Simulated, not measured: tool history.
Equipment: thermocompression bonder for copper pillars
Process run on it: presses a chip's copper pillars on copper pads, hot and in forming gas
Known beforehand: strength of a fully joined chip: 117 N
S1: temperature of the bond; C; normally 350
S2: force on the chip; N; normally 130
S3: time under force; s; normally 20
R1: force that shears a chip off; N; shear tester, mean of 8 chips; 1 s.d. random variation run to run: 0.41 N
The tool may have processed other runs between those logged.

run,hour,S1,S2,S3,R1
1,0,350,130,20,47.3
2,30.2,350,130,27,52.8
3,68.8,350,130,27,52.8
# hour 115.2: forming gas filter changed
4,115.3,350,130,27,55.4
5,157.6,350,130,27,54.1
6,187.8,350,130,27,54
7,212.7,350,130,27,54.1
8,235.6,350,130,27,52.9
9,277.1,350,130,27,52.1
10,305.3,350,130,13,38.5
11,343.9,350,97,20,33.9
# hour 367.7: forming gas filter changed
12,384.3,350,97,20,35.3
13,422.7,350,97,20,34.6
14,453.7,350,97,20,34.1
15,483.8,350,97,20,34.1
16,514.3,350,113,18,38.3

Run 17, settings as shown, results not yet in. Your forecast:
17,548.4,350,113,18,?

Run 17 measured R1 37.3 N.
With the hidden condition absent and the run-to-run variation left alone, this run would have shown R1 43.1 N.

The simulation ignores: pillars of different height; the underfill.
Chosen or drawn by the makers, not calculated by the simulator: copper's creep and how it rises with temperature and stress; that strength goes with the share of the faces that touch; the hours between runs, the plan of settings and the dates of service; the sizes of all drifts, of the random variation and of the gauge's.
